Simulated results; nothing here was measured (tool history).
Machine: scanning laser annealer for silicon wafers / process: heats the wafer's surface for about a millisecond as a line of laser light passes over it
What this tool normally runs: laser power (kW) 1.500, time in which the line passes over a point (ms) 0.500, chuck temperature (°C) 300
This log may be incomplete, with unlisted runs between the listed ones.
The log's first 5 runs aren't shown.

run,hour,laser power (kW),time in which the line passes over a point (ms),chuck temperature (°C),highest temperature of the surface (°C)
6,175.3,1.500,0.500,300,1019
7,219.4,1.500,0.500,300,1009
8,248.3,1.500,0.500,262,975
9,305.0,1.500,0.542,300,1041
10,355.0,1.500,0.529,300,1023
11,387.2,1.500,0.500,300,1003
12,413.7,1.500,0.500,300,1002
13,475.5,1.500,0.500,300,1000
14,508.4,1.500,0.500,300,998
15,571.1,1.500,0.500,300,997
16,622.9,1.500,0.500,300,990
17,677.7,1.500,0.500,300,992
18,731.8,1.500,0.500,300,990
19,760.1,1.500,0.500,300,988
20,811.5,1.500,0.500,300,984
21,852.2,1.500,0.530,323,1029
22,889.3,1.500,0.530,323,1024

Run 23, settings as shown, results not yet in. Your forecast:
# hour 924.6: optics aligned, line set to its width
23,935.5,1.397,0.466,317,?

Run 23 measured highest temperature of the surface (°C) 935.
Take away the tool's hidden state, keep the run-to-run variation as it was, and the same run would have given highest temperature of the surface (°C) 984.

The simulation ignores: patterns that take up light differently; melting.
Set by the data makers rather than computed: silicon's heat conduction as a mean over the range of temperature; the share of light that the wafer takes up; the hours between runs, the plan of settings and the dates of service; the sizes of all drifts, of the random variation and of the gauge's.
